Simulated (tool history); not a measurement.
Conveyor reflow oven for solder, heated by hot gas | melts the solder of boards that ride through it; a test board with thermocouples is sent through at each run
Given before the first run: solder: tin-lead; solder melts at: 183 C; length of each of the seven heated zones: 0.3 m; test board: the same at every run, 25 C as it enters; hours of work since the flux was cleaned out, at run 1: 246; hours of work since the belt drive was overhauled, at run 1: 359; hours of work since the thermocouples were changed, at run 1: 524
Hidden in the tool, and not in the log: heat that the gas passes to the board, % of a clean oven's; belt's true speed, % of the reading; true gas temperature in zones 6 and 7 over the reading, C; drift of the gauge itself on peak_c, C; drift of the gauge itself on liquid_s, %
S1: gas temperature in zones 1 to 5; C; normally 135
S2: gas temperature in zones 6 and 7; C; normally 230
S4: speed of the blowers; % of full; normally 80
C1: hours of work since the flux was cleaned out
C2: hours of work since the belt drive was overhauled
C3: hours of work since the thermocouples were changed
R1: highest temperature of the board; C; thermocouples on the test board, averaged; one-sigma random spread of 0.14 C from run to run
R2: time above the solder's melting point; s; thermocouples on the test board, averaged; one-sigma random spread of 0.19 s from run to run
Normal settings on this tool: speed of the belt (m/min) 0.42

{"run": 1, "hour": 0.0, "S1": 135, "S2": 230, "speed of the belt (m/min)": 0.42, "S4": 80, "C1": 246, "C2": 359, "C3": 524, "R1": 215.1, "R2": 61.9}
{"run": 2, "hour": 5.9, "S1": 135, "S2": 230, "speed of the belt (m/min)": 0.42, "S4": 80, "C1": 250, "C2": 363, "C3": 528, "R1": 215.4, "R2": 62}
{"run": 3, "hour": 13.2, "S1": 133, "S2": 230, "speed of the belt (m/min)": 0.42, "S4": 80, "C1": 256, "C2": 368, "C3": 534, "R1": 215, "R2": 60.8}
{"run": 4, "hour": 20.7, "S1": 128, "S2": 230, "speed of the belt (m/min)": 0.42, "S4": 80, "C1": 261, "C2": 374, "C3": 539, "R1": 213.9, "R2": 57.9}
{"run": 5, "hour": 32.5, "S1": 142, "S2": 230, "speed of the belt (m/min)": 0.42, "S4": 80, "C1": 270, "C2": 382, "C3": 548, "R1": 216.4, "R2": 65.7}
{"run": 6, "hour": 40.5, "S1": 142, "S2": 230, "speed of the belt (m/min)": 0.42, "S4": 80, "C1": 275, "C2": 388, "C3": 554, "R1": 216.3, "R2": 65.7}
{"run": 7, "hour": 49.2, "S1": 142, "S2": 230, "speed of the belt (m/min)": 0.42, "S4": 80, "C1": 282, "C2": 395, "C3": 560, "R1": 216.4, "R2": 65.8}
{"run": 8, "hour": 55.0, "S1": 135, "S2": 230, "speed of the belt (m/min)": 0.42, "S4": 80, "C1": 286, "C2": 399, "C3": 564, "R1": 214.9, "R2": 61.7}
{"run": 9, "hour": 65.2, "S1": 135, "S2": 230, "speed of the belt (m/min)": 0.42, "S4": 53, "C1": 293, "C2": 406, "C3": 572, "R1": 207.9, "R2": 52}
{"run": 10, "hour": 74.1, "S1": 135, "S2": 230, "speed of the belt (m/min)": 0.42, "S4": 53, "C1": 300, "C2": 413, "C3": 578, "R1": 207.6, "R2": 51.7}
{"run": 11, "hour": 84.8, "S1": 135, "S2": 230, "speed of the belt (m/min)": 0.42, "S4": 80, "C1": 308, "C2": 420, "C3": 586, "R1": 215, "R2": 61.4}
{"run": 12, "hour": 94.2, "S1": 135, "S2": 230, "speed of the belt (m/min)": 0.42, "S4": 80, "C1": 314, "C2": 427, "C3": 593, "R1": 215, "R2": 61.3}
{"run": 13, "hour": 104.4, "S1": 135, "S2": 230, "speed of the belt (m/min)": 0.42, "S4": 80, "C1": 322, "C2": 435, "C3": 600, "R1": 214.8, "R2": 61.7}
{"run": 14, "hour": 111.1, "S1": 143, "S2": 230, "speed of the belt (m/min)": 0.478, "S4": 80, "C1": 327, "C2": 440, "C3": 605, "R1": 212.2, "R2": 53.3}
{"hour": 116.3, "done": "belt drive overhauled, speed set with a stopwatch"}
{"run": 15, "hour": 126.5, "S1": 143, "S2": 230, "speed of the belt (m/min)": 0.478, "S4": 80, "C1": 335, "C2": 7, "C3": 613, "R1": 212.2, "R2": 53.7}
{"run": 16, "hour": 134.9, "S1": 135, "S2": 235, "speed of the belt (m/min)": 0.42, "S4": 62, "C1": 341, "C2": 14, "C3": 619, "R1": 215, "R2": 60.3}
{"run": 17, "hour": 142.7, "S1": 125, "S2": 228, "speed of the belt (m/min)": 0.428, "S4": 62, "C1": 347, "C2": 19, "C3": 625, "R1": 206, "R2": 45.6}
{"run": 18, "hour": 153.7, "S1": 125, "S2": 228, "speed of the belt (m/min)": 0.428, "S4": 62, "C1": 355, "C2": 27, "C3": 633, "R1": 205.9, "R2": 45.8}
{"run": 19, "hour": 164.5, "S1": 129, "S2": 236, "speed of the belt (m/min)": 0.456, "S4": 70, "C1": 363, "C2": 35, "C3": 641, "R1": 213.4, "R2": 51.9}
{"run": 20, "hour": 171.9, "S1": 129, "S2": 236, "speed of the belt (m/min)": 0.456, "S4": 70, "C1": 368, "C2": 41, "C3": 646, "R1": 213.2, "R2": 51.8}
{"run": 21, "hour": 183.1, "S1": 129, "S2": 236, "speed of the belt (m/min)": 0.456, "S4": 70, "C1": 376, "C2": 49, "C3": 654, "R1": 213.3, "R2": 51.9}
{"hour": 189.6, "done": "belt drive overhauled, speed set with a stopwatch, once more"}
{"run": 22, "hour": 195.1, "S1": 129, "S2": 236, "speed of the belt (m/min)": 0.456, "S4": 70, "C1": 382, "C2": 4, "C3": 660, "R1": 212.3, "R2": 50.4}
{"run": 23, "hour": 201.4, "S1": 135, "S2": 230, "speed of the belt (m/min)": 0.42, "S4": 80, "C1": 387, "C2": 9, "C3": 665, "R1": 214.3, "R2": 59.9}
{"run": 24, "hour": 213.7, "S1": 130, "S2": 232, "speed of the belt (m/min)": 0.39, "S4": 55, "C1": 396, "C2": 18, "C3": 674, "R1": 211.5, "R2": 59}

Below, each run's measurement less what the same run would have read without the hidden state. Both values contain the same run-to-run variation, but the gauge's scatter may not be the same in both:
run=1 R1=-0.1 R2=-0.2
run=2 R1=-0.1 R2=-0.2
run=3 R1=-0.1 R2=-0.3
run=4 R1=-0.2 R2=-0.4
run=5 R1=+0 R2=+0
run=6 R1=+0 R2=-0.1
run=7 R1=-0.1 R2=-0.1
run=8 R1=-0.2 R2=-0.3
run=9 R1=+0 R2=+0
run=10 R1=+0 R2=-0.1
run=11 R1=-0.3 R2=-0.5
run=12 R1=-0.3 R2=-0.5
run=13 R1=-0.4 R2=-0.5
run=14 R1=-0.6 R2=-0.8
run=15 R1=-0.6 R2=-0.5
run=16 R1=-0.3 R2=+0
run=17 R1=-0.5 R2=-0.7
run=18 R1=-0.5 R2=-0.7
run=19 R1=-0.8 R2=-0.8
run=20 R1=-0.9 R2=-0.8
run=21 R1=-0.9 R2=-0.8
run=22 R1=-1.5 R2=-2
run=23 R1=-1 R2=-1.8
run=24 R1=-0.7 R2=-1.4
